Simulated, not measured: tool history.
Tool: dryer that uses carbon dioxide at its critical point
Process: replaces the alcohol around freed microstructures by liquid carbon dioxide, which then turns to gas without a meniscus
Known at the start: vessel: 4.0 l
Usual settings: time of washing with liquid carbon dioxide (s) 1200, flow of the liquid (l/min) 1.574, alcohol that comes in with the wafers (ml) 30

run   hour  time of washing with liquid carbon dioxide (s)  flow of the liquid (l/min)  alcohol that comes in with the wafers (ml)  alcohol left in the vessel before it's heated (ppm by volume)
  1    0.0                                            1200                       1.574                                          30                                                             33
  2    7.9                                            1200                       1.574                                          30                                                             33
  3   21.0                                            1200                       1.574                                          30                                                             26
  4   32.3                                            1260                       1.574                                          30                                                             32
  5   46.9                                            1200                       1.574                                          30                                                             34
  6   58.5                                            1200                       1.574                                          30                                                             46
  7   70.7                                            1560                       1.360                                          36                                                             38
  8   83.3                                            1200                       1.574                                          67                                                             69
  9   97.5                                            1200                       2.430                                         113                                                             28
 10  110.5                                            1200                       2.430                                         113                                                             30
 11  122.8                                            1560                       1.510                                         113                                                             39
 12  129.6                                            1560                       1.510                                         113                                                             51

3 ways to go on from here, each from the tool as it stands after run 12. What would each give?
  A  137.0                                             840                       1.510                                         113                                                              ?
  B  137.0                                             960                       1.574                                          30                                                              ?
  C  137.0                                            1200                       1.050                                          27                                                              ?

run  alcohol left in the vessel before it's heated (ppm by volume)
  A                                                            513
  B                                                             91
  C                                                            150
Without the tool's hidden state the same runs would have given:
run  alcohol left in the vessel before it's heated (ppm by volume)
  A                                                            357
  B                                                             50
  C                                                             95
